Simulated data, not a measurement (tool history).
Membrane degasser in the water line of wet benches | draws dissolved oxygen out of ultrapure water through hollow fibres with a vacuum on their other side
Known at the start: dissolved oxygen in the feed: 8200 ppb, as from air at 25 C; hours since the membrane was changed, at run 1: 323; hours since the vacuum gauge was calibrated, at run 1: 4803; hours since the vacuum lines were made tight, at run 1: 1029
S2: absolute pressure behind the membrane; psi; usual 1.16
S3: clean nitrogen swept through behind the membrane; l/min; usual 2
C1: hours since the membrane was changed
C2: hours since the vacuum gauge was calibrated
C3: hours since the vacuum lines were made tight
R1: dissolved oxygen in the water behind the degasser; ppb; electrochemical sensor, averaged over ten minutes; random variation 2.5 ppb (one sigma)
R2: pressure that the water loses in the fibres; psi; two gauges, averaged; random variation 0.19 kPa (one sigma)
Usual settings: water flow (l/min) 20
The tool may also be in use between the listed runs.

run 1 hour=0 | water_flow_(l/min)=20 S2=1.16 S3=2 | C1=323 C2=4803 C3=1029 | R1=259.7 R2=5.216
run 2 hour=66.3 | water_flow_(l/min)=20 S2=1.16 S3=2 | C1=389 C2=4869 C3=1095 | R1=252.7 R2=5.263
run 3 hour=193.4 | water_flow_(l/min)=20 S2=1.16 S3=2 | C1=516 C2=4996 C3=1222 | R1=255.8 R2=5.287
run 4 hour=274.3 | water_flow_(l/min)=20 S2=1.16 S3=2 | C1=597 C2=5077 C3=1303 | R1=261.3 R2=5.227
run 5 hour=372.3 | water_flow_(l/min)=20 S2=1.16 S3=2 | C1=695 C2=5175 C3=1401 | R1=262.8 R2=5.252
run 6 hour=492.5 | water_flow_(l/min)=20 S2=1.16 S3=2 | C1=816 C2=5295 C3=1521 | R1=257.5 R2=5.339
run 7 hour=622 | water_flow_(l/min)=20 S2=1.16 S3=2 | C1=945 C2=5425 C3=1651 | R1=258.3 R2=5.275
run 8 hour=683.7 | water_flow_(l/min)=20 S2=1.16 S3=2 | C1=1007 C2=5487 C3=1712 | R1=261.4 R2=5.249
run 9 hour=771.3 | water_flow_(l/min)=20 S2=2.299 S3=2 | C1=1094 C2=5574 C3=1800 | R1=429.1 R2=5.319
-- hour=869.9 vacuum gauge calibrated
run 10 hour=901.8 | water_flow_(l/min)=20 S2=2.299 S3=2 | C1=1224 C2=32 C3=1930 | R1=421.6 R2=5.316
run 11 hour=968.2 | water_flow_(l/min)=20 S2=1.16 S3=2 | C1=1291 C2=98 C3=1996 | R1=257.1 R2=5.313
run 12 hour=1032.8 | water_flow_(l/min)=20 S2=1.16 S3=2.12 | C1=1355 C2=163 C3=2061 | R1=244.7 R2=5.324
run 13 hour=1109.6 | water_flow_(l/min)=20 S2=1.16 S3=2 | C1=1432 C2=240 C3=2138 | R1=253.4 R2=5.339
run 14 hour=1210.6 | water_flow_(l/min)=20 S2=1.16 S3=2 | C1=1533 C2=341 C3=2239 | R1=253.6 R2=5.295
run 15 hour=1317 | water_flow_(l/min)=20 S2=1.16 S3=2 | C1=1640 C2=447 C3=2345 | R1=256.7 R2=5.314
run 16 hour=1421.7 | water_flow_(l/min)=24 S2=1.98 S3=4.77 | C1=1744 C2=552 C3=2450 | R1=355.2 R2=6.422
run 17 hour=1514.2 | water_flow_(l/min)=20 S2=1.624 S3=4.99 | C1=1837 C2=644 C3=2542 | R1=219.9 R2=5.343
run 18 hour=1578 | water_flow_(l/min)=20 S2=1.624 S3=4.99 | C1=1901 C2=708 C3=2606 | R1=225.4 R2=5.319
run 19 hour=1667.4 | water_flow_(l/min)=20 S2=1.624 S3=4.99 | C1=1990 C2=797 C3=2695 | R1=224.1 R2=5.35
run 20 hour=1758.4 | water_flow_(l/min)=13 S2=1.215 S3=5.32 | C1=2081 C2=889 C3=2787 | R1=73.8 R2=3.498
run 21 hour=1837.2 | water_flow_(l/min)=17 S2=0.85 S3=4.62 | C1=2160 C2=967 C3=2865 | R1=122.5 R2=4.519
run 22 hour=1941.2 | water_flow_(l/min)=17 S2=0.85 S3=2.34 | C1=2264 C2=1071 C3=2969 | R1=145.2 R2=4.537
run 23 hour=2008.5 | water_flow_(l/min)=18 S2=0.986 S3=4.57 | C1=2331 C2=1139 C3=3037 | R1=149.4 R2=4.834
run 24 hour=2088.8 | water_flow_(l/min)=17 S2=1.524 S3=1.3 | C1=2411 C2=1219 C3=3117 | R1=314.9 R2=4.543
run 25 hour=2212.2 | water_flow_(l/min)=21 S2=1.16 S3=2 | C1=2535 C2=1342 C3=3240 | R1=287.4 R2=5.632
run 26 hour=2277.6 | water_flow_(l/min)=22 S2=1.16 S3=5.1 | C1=2600 C2=1408 C3=3306 | R1=242.6 R2=5.909
run 27 hour=2381.1 | water_flow_(l/min)=22 S2=1.16 S3=5.1 | C1=2704 C2=1511 C3=3409 | R1=243.2 R2=5.919
run 28 hour=2510.8 | water_flow_(l/min)=25 S2=0.789 S3=1.74 | C1=2833 C2=1641 C3=3539 | R1=324.2 R2=6.779
run 29 hour=2599.6 | water_flow_(l/min)=25 S2=0.789 S3=1.74 | C1=2922 C2=1730 C3=3628 | R1=333.9 R2=6.714
run 30 hour=2718.4 | water_flow_(l/min)=12 S2=1.053 S3=2.19 | C1=3041 C2=1849 C3=3747 | R1=90.7 R2=3.214

Forecast each of these 4 alternatives for the next run:
run A hour=2800.5 | water_flow_(l/min)=20 S2=1.16 S3=5.41 | C1=3123 C2=1931 C3=3829 | R1=? R2=?
run B hour=2800.5 | water_flow_(l/min)=29 S2=1.104 S3=4.03 | C1=3123 C2=1931 C3=3829 | R1=? R2=?
run C hour=2800.5 | water_flow_(l/min)=14 S2=0.863 S3=2.03 | C1=3123 C2=1931 C3=3829 | R1=? R2=?
run D hour=2800.5 | water_flow_(l/min)=30 S2=0.935 S3=2.19 | C1=3123 C2=1931 C3=3829 | R1=? R2=?

run=A R1=197.3 R2=5.378
run=B R1=421.2 R2=7.868
run=C R1=106.1 R2=3.814
run=D R1=477.1 R2=8.092
Without the tool's hidden state the same runs would have given:
run=A R1=179.7 R2=5.232
run=B R1=389.9 R2=7.657
run=C R1=95.9 R2=3.713
run=D R1=442.6 R2=7.873

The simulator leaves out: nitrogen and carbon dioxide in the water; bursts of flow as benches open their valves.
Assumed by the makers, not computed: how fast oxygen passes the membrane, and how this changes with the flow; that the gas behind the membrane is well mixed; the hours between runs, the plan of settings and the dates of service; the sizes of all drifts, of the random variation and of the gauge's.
